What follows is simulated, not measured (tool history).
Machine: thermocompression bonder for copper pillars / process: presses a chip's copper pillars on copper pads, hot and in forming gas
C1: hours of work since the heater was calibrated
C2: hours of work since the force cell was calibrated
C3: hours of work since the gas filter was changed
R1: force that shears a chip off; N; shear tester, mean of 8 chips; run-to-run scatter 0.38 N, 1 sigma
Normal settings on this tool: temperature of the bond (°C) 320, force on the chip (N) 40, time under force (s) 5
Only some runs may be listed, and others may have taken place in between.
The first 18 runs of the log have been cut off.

Run 19, hour 271.6: usual settings but temperature of the bond (°C) 302, force on the chip (N) 25, time under force (s) 7; C1 592; C2 482; C3 216. Result: R1 31.5 N.
Run 20, hour 292.7: usual settings but temperature of the bond (°C) 302, force on the chip (N) 25, time under force (s) 7; C1 606; C2 496; C3 230. Result: R1 31.9 N.
Run 21, hour 314.1: usual settings but temperature of the bond (°C) 302, force on the chip (N) 39; C1 620; C2 510; C3 244. Result: R1 38.1 N.
Run 22, hour 335.0: usual settings but temperature of the bond (°C) 298, force on the chip (N) 59, time under force (s) 7; C1 634; C2 524; C3 258. Result: R1 55.3 N.
Run 23, hour 347.6: usual settings but temperature of the bond (°C) 309; C1 642; C2 532; C3 266. Result: R1 41.7 N.
Run 24, hour 362.9: usual settings but temperature of the bond (°C) 309, time under force (s) 3; C1 652; C2 542; C3 277. Result: R1 33.1 N.
Run 25, hour 378.5: usual settings but temperature of the bond (°C) 296, force on the chip (N) 55, time under force (s) 3; C1 663; C2 553; C3 287. Result: R1 37.4 N.
Run 26, hour 389.5: usual settings but temperature of the bond (°C) 317, force on the chip (N) 42, time under force (s) 11; C1 670; C2 560; C3 294. Result: R1 61.3 N.
Run 27, hour 407.3: usual settings but force on the chip (N) 27, time under force (s) 10; C1 682; C2 572; C3 306. Result: R1 45.4 N.
Run 28, hour 425.2: usual settings but temperature of the bond (°C) 299, force on the chip (N) 36, time under force (s) 13; C1 694; C2 584; C3 318. Result: R1 51.4 N.

Run 29 is up next; what results do you expect?
Run 29, hour 437.4: usual settings but temperature of the bond (°C) 299, force on the chip (N) 36, time under force (s) 13; C1 702; C2 592; C3 326. Result: R1 ?.

R1: 51.6 N
On a tool with no hidden condition, and with the same random variation, this run would have come out at R1 51.7 N.

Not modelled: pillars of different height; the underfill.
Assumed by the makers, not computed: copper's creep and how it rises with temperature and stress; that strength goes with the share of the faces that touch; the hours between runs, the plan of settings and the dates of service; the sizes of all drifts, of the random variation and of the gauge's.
